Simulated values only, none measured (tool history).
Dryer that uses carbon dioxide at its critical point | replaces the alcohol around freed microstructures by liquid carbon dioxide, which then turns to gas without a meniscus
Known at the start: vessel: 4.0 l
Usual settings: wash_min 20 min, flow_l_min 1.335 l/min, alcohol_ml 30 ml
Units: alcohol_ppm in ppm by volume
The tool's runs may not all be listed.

run 1 day=0.000 | wash_min=20 flow_l_min=1.335 alcohol_ml=30 | alcohol_ppm=217
run 2 day=1.862 | wash_min=20 flow_l_min=1.335 alcohol_ml=30 | alcohol_ppm=250
run 3 day=3.808 | wash_min=20 flow_l_min=1.335 alcohol_ml=55 | alcohol_ppm=258
run 4 day=5.075 | wash_min=20 flow_l_min=1.335 alcohol_ml=29 | alcohol_ppm=254
run 5 day=6.808 | wash_min=20 flow_l_min=1.335 alcohol_ml=30 | alcohol_ppm=262
run 6 day=8.525 | wash_min=16 flow_l_min=1.335 alcohol_ml=30 | alcohol_ppm=328
-- day=9.204 inlet filter changed
run 7 day=10.671 | wash_min=16 flow_l_min=1.335 alcohol_ml=30 | alcohol_ppm=315
run 8 day=12.221 | wash_min=16 flow_l_min=1.335 alcohol_ml=30 | alcohol_ppm=337
run 9 day=14.108 | wash_min=20 flow_l_min=1.335 alcohol_ml=30 | alcohol_ppm=301
run 10 day=15.354 | wash_min=20 flow_l_min=1.335 alcohol_ml=30 | alcohol_ppm=313
-- day=16.312 purifier's bed changed
run 11 day=17.671 | wash_min=20 flow_l_min=1.335 alcohol_ml=30 | alcohol_ppm=35
run 12 day=18.712 | wash_min=20 flow_l_min=1.335 alcohol_ml=30 | alcohol_ppm=40
run 13 day=20.396 | wash_min=20 flow_l_min=1.335 alcohol_ml=30 | alcohol_ppm=48
run 14 day=22.275 | wash_min=20 flow_l_min=1.335 alcohol_ml=30 | alcohol_ppm=73
run 15 day=23.354 | wash_min=23 flow_l_min=1.335 alcohol_ml=30 | alcohol_ppm=54
-- day=23.600 inlet filter changed
run 16 day=25.471 | wash_min=23 flow_l_min=1.335 alcohol_ml=30 | alcohol_ppm=73
run 17 day=26.475 | wash_min=17 flow_l_min=1.335 alcohol_ml=30 | alcohol_ppm=105
run 18 day=27.988 | wash_min=20 flow_l_min=0.800 alcohol_ml=30 | alcohol_ppm=291
run 19 day=29.483 | wash_min=20 flow_l_min=0.800 alcohol_ml=30 | alcohol_ppm=295
run 20 day=31.467 | wash_min=21 flow_l_min=0.910 alcohol_ml=90 | alcohol_ppm=452
run 21 day=32.967 | wash_min=17 flow_l_min=2.010 alcohol_ml=36 | alcohol_ppm=106
run 22 day=34.638 | wash_min=17 flow_l_min=2.010 alcohol_ml=36 | alcohol_ppm=119
run 23 day=35.700 | wash_min=17 flow_l_min=2.130 alcohol_ml=64 | alcohol_ppm=121
run 24 day=36.804 | wash_min=17 flow_l_min=2.130 alcohol_ml=64 | alcohol_ppm=141
-- day=37.796 inlet filter changed
run 25 day=38.179 | wash_min=32 flow_l_min=1.330 alcohol_ml=96 | alcohol_ppm=138
run 26 day=40.108 | wash_min=26 flow_l_min=0.830 alcohol_ml=77 | alcohol_ppm=288
run 27 day=41.333 | wash_min=26 flow_l_min=0.830 alcohol_ml=77 | alcohol_ppm=306
run 28 day=42.738 | wash_min=15 flow_l_min=0.960 alcohol_ml=30 | alcohol_ppm=434
run 29 day=44.496 | wash_min=15 flow_l_min=0.960 alcohol_ml=30 | alcohol_ppm=469
run 30 day=45.608 | wash_min=15 flow_l_min=0.960 alcohol_ml=30 | alcohol_ppm=509
run 31 day=47.650 | wash_min=13 flow_l_min=1.335 alcohol_ml=57 | alcohol_ppm=533
run 32 day=48.954 | wash_min=13 flow_l_min=1.580 alcohol_ml=28 | alcohol_ppm=280
run 33 day=50.446 | wash_min=13 flow_l_min=1.580 alcohol_ml=28 | alcohol_ppm=294
run 34 day=51.496 | wash_min=20 flow_l_min=1.570 alcohol_ml=34 | alcohol_ppm=221
-- day=52.021 inlet filter changed
run 35 day=53.458 | wash_min=29 flow_l_min=1.640 alcohol_ml=34 | alcohol_ppm=232
run 36 day=55.717 | wash_min=19 flow_l_min=1.150 alcohol_ml=34 | alcohol_ppm=298
run 37 day=56.675 | wash_min=20 flow_l_min=1.290 alcohol_ml=78 | alcohol_ppm=307

3 ways to go on from here, each from the tool as it stands after run 37. What would each give?
run A day=57.733 | wash_min=20 flow_l_min=1.290 alcohol_ml=118 | alcohol_ppm=?
run B day=57.733 | wash_min=25 flow_l_min=1.290 alcohol_ml=78 | alcohol_ppm=?
run C day=57.733 | wash_min=24 flow_l_min=1.335 alcohol_ml=55 | alcohol_ppm=?

run=A alcohol_ppm=353
run=B alcohol_ppm=259
run=C alcohol_ppm=268
Without the tool's hidden state the same runs would have given:
run=A alcohol_ppm=79
run=B alcohol_ppm=11
run=C alcohol_ppm=20
